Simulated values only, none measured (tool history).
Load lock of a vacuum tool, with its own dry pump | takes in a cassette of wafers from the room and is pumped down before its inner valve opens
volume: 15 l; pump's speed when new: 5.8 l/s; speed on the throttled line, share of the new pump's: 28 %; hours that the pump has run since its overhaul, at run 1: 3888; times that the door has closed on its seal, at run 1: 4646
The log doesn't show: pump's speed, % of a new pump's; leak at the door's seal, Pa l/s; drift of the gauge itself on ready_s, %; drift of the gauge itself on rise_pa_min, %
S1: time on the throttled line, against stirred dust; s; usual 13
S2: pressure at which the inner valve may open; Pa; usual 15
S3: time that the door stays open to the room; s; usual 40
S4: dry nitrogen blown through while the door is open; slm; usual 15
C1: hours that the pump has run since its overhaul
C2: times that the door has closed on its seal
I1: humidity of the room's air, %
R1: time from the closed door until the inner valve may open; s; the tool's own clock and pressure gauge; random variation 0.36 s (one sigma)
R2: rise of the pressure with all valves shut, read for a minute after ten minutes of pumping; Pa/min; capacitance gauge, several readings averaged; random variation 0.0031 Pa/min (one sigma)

| run | day | S1 | S2 | S3 | S4 | C1 | C2 | I1 | R1 | R2 |
|---|---|---|---|---|---|---|---|---|---|---|
| 1 | 0 | 13 | 15 | 40 | 15 | 3888 | 4646 | 43.9 | 33.5 | 0.073 |
| 2 | 4.458 | 13 | 15 | 40 | 15 | 3995 | 4907 | 45.6 | 33.2 | 0.068 |
| 3 | 7.096 | 13 | 15 | 35 | 15 | 4059 | 5061 | 48 | 33.8 | 0.073 |
| 4 | 10.312 | 13 | 15 | 35 | 15 | 4136 | 5249 | 43.5 | 33.2 | 0.07 |
| 5 | 12.633 | 13 | 15 | 35 | 15 | 4192 | 5385 | 49.9 | 33.4 | 0.075 |
| 6 | 17.05 | 25 | 15 | 40 | 15 | 4298 | 5643 | 43.2 | 41.4 | 0.068 |
| 7 | 21.262 | 25 | 15 | 40 | 15 | 4399 | 5889 | 44.7 | 41.8 | 0.073 |
| 8 | 24.204 | 13 | 15 | 166 | 15 | 4469 | 6061 | 46.8 | 33.6 | 0.143 |
| 9 | 28.917 | 13 | 15 | 166 | 15 | 4582 | 6337 | 44.2 | 33.7 | 0.143 |
| 10 | 31.6 | 13 | 15 | 166 | 15 | 4647 | 6494 | 45.8 | 33.6 | 0.147 |
| 11 | 36.521 | 13 | 15 | 166 | 15 | 4765 | 6782 | 46.2 | 33.6 | 0.144 |
| 12 | 39.146 | 13 | 15 | 40 | 15 | 4828 | 6936 | 48.3 | 33.5 | 0.082 |
| 13 | 41.529 | 13 | 15 | 40 | 15 | 4885 | 7075 | 44.8 | 33.6 | 0.081 |
| 14 | 43.733 | 13 | 15 | 40 | 15 | 4938 | 7204 | 42.4 | 33.7 | 0.078 |
| 15 | 47.283 | 13 | 19 | 40 | 15 | 5023 | 7411 | 43.6 | 33.2 | 0.081 |
| 16 | 49.958 | 13 | 19 | 40 | 15 | 5087 | 7568 | 45.3 | 32.3 | 0.083 |
| 17 | 53.15 | 13 | 15 | 40 | 15 | 5164 | 7755 | 46.9 | 34 | 0.082 |
| 18 | 56.233 | 13 | 15 | 40 | 15 | 5238 | 7935 | 43.7 | 34.1 | 0.077 |
| 19 | 60.538 | 20 | 21 | 109 | 15 | 5341 | 8187 | 45.8 | 38.3 | 0.131 |
| 20 | 63.492 | 8 | 12 | 70 | 22 | 5412 | 8360 | 45.1 | 30.9 | 0.098 |
| 21 | 66.896 | 8 | 12 | 70 | 22 | 5494 | 8559 | 46.1 | 31.2 | 0.097 |
| 22 | 69.792 | 8 | 12 | 70 | 22 | 5563 | 8728 | 43.5 | 31 | 0.102 |
| 23 | 72.058 | 15 | 15 | 124 | 15 | 5618 | 8861 | 51 | 35.6 | 0.148 |
| 24 | 76.262 | 13 | 15 | 40 | 9 | 5719 | 9107 | 48.8 | 33.3 | 0.103 |
| 25 | 81.267 | 13 | 16 | 111 | 15 | 5839 | 9399 | 45.4 | 33.3 | 0.13 |
| 26 | 85.029 | 13 | 26 | 56 | 15 | 5929 | 9619 | 41.4 | 32.2 | 0.101 |
| 27 | 89.417 | 13 | 26 | 56 | 15 | 6034 | 9876 | 43.5 | 32.7 | 0.104 |
| 28 | 92.708 | 8 | 15 | 126 | 18 | 6113 | 10069 | 46.7 | 30.9 | 0.147 |
| 29 | 96.2 | 8 | 21 | 148 | 6 | 6197 | 10273 | 49.2 | 29.5 | 0.204 |
| 30 | 101.225 | 8 | 20 | 181 | 6 | 6318 | 10567 | 45.1 | 29.7 | 0.2 |
| 31 | 105.667 | 8 | 20 | 181 | 6 | 6424 | 10827 | 45 | 30.1 | 0.201 |
| 32 | 110.196 | 11 | 20 | 181 | 6 | 6533 | 11092 | 43.6 | 31.7 | 0.195 |
| 33 | 113.242 | 25 | 30 | 181 | 11 | 6606 | 11270 | 44.1 | 41.1 | 0.181 |
| 34 | 116.312 | 22 | 30 | 181 | 11 | 6680 | 11449 | 44.3 | 38.8 | 0.188 |
| 35 | 118.946 | 12 | 30 | 181 | 17 | 6743 | 11603 | 44.1 | 31.9 | 0.167 |
| 36 | 124.05 | 8 | 12 | 40 | 15 | 6866 | 11902 | 43.6 | 31.8 | 0.102 |

Measured less the same run without the tool's hidden state. The same run-to-run variation is in both; the gauge's scatter may not be:
| run | R1 | R2 |
|---|---|---|
| 1 | +1.1 | +0.013 |
| 2 | +1.2 | +0.014 |
| 3 | +1.2 | +0.015 |
| 4 | +1.2 | +0.015 |
| 5 | +1.3 | +0.017 |
| 6 | +1 | +0.017 |
| 7 | +1 | +0.017 |
| 8 | +1.3 | +0.019 |
| 9 | +1.4 | +0.019 |
| 10 | +1.4 | +0.021 |
| 11 | +1.5 | +0.021 |
| 12 | +1.5 | +0.023 |
| 13 | +1.6 | +0.023 |
| 14 | +1.6 | +0.023 |
| 15 | +1.5 | +0.024 |
| 16 | +1.5 | +0.025 |
| 17 | +1.6 | +0.026 |
| 18 | +1.7 | +0.027 |
| 19 | +1.5 | +0.028 |
| 20 | +1.9 | +0.029 |
| 21 | +1.9 | +0.03 |
| 22 | +2 | +0.031 |
| 23 | +1.8 | +0.031 |
| 24 | +1.8 | +0.033 |
| 25 | +1.8 | +0.035 |
| 26 | +1.8 | +0.036 |
| 27 | +1.9 | +0.037 |
| 28 | +2.1 | +0.038 |
| 29 | +2 | +0.039 |
| 30 | +2.2 | +0.041 |
| 31 | +2.2 | +0.042 |
| 32 | +2.2 | +0.043 |
| 33 | +1.6 | +0.044 |
| 34 | +1.7 | +0.046 |
| 35 | +2.1 | +0.047 |
| 36 | +2.5 | +0.048 |
